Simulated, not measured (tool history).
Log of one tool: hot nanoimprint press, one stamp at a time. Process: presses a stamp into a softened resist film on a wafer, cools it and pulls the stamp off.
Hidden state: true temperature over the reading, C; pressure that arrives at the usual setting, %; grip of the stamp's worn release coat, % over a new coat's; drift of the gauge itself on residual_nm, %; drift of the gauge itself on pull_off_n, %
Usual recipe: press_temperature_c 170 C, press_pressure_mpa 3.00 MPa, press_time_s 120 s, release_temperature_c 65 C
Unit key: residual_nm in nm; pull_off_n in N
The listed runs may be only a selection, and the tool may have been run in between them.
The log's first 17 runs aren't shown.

run	hour	press_temperature_c	press_pressure_mpa	press_time_s	release_temperature_c	hours of work since the thermocouple was calibrated	imprints on the stamp's release coat	hours of work since the press's seals were changed	residual_nm	pull_off_n
18	127.9	168	1.84	77	50	6	1185	249	264.9	187
19	136.4	170	3.00	90	65	10	1210	254	209.6	169
20	141.2	170	3.00	90	65	13	1223	256	209.7	165
21	149.4	178	3.00	96	65	18	1247	261	165.4	157
# hour 157.8: plate thermocouple calibrated, once more
22	158.4	177	2.16	103	66	0	1264	264	197.2	168
23	167.5	177	2.16	103	66	5	1290	270	197.1	168
24	173.0	171	3.18	232	60	9	1306	273	148.6	177
25	179.2	171	3.18	232	60	12	1324	276	148.8	177
26	186.6	176	4.00	223	58	16	1345	280	115.7	181
27	191.4	176	4.00	223	58	19	1359	283	115.6	183
28	196.5	172	3.00	120	68	22	1374	286	188.1	162
29	201.9	172	3.00	120	68	25	1389	289	188.3	172
30	209.7	172	3.00	120	68	29	1412	293	188.1	164

Below are 4 alternative next runs, each starting from the tool's condition after run 30. Predict each:
A	213.8	172	3.00	95	68	31	1423	296	?	?
B	213.8	161	4.63	120	67	31	1423	296	?	?
C	213.8	182	3.00	120	65	31	1423	296	?	?
D	213.8	179	2.31	120	68	31	1423	296	?	?

run	residual_nm	pull_off_n
A	203.2	171
B	218.8	170
C	141.4	174
D	172.6	171
With the hidden condition removed and each run's random variation left untouched, the same runs would have given:
run	residual_nm	pull_off_n
A	202.3	117
B	217.0	116
C	140.6	118
D	172.1	117

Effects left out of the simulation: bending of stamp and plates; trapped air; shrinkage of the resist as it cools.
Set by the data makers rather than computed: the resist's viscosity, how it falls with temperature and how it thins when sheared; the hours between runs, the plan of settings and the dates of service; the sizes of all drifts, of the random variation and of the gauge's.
